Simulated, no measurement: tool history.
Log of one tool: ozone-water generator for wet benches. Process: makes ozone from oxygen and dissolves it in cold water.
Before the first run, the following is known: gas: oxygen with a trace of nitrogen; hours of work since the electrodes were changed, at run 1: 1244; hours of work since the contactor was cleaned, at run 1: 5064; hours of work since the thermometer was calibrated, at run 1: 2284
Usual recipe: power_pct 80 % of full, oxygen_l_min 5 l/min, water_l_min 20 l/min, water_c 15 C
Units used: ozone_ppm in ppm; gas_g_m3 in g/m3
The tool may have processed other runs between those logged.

run   hour  power_pct  oxygen_l_min  water_l_min  water_c  hours of work since the electrodes were changed  hours of work since the contactor was cleaned  hours of work since the thermometer was calibrated  ozone_ppm  gas_g_m3
  1      0         80             5           20       15                                             1244                                           5064                                                2284       20.8     167.2
  2   55.8         80             5           20       15                                             1287                                           5106                                                2327       20.8     168.1
  3  104.5         80             5           20       15                                             1324                                           5144                                                2364       20.8     168.9
  4  137.6         68             5           20       15                                             1349                                           5169                                                2390       19.1     152.6
  5  190.9         68             5           20       15                                             1390                                           5210                                                2431       19.4     153.9
  6  231.3         80             5           30       15                                             1421                                           5241                                                2462       14.4     168.5
  7  275.2         80             5           30       15                                             1455                                           5275                                                2496       14.1     169.1
  8  306.6         80             5           20       15                                             1479                                           5299                                                2520       20.8     169.2
  9  348.9         80             5           20       15                                             1512                                           5331                                                2552       20.8     168.2
 10  389.8         80             5           20        9                                             1543                                           5363                                                2583       22.3     167.4
 11  418.4         80             5           20        9                                             1565                                           5385                                                2605       22.4     166.3
 12  466.9         80          3.56           20        9                                             1602                                           5422                                                2643       20.3     191.3
 13  508.3         95             5           20       15                                             1634                                           5454                                                2674       22.4     180.7
     512.5  -- water thermometer calibrated
 14  536.7         95             5           14       15                                             1655                                           5475                                                  19         29     182.7

Run 15 is up next; what results do you expect?
 15  589.6         43             5           16       12                                             1696                                           5516                                                  59          ?         ?

{"run 15": {"ozone_ppm": 18.6, "gas_g_m3": 120.2}}
On a tool with no hidden condition, and with the same random variation, this run would have come out at ozone_ppm 19.4 ppm, gas_g_m3 122.8 g/m3.
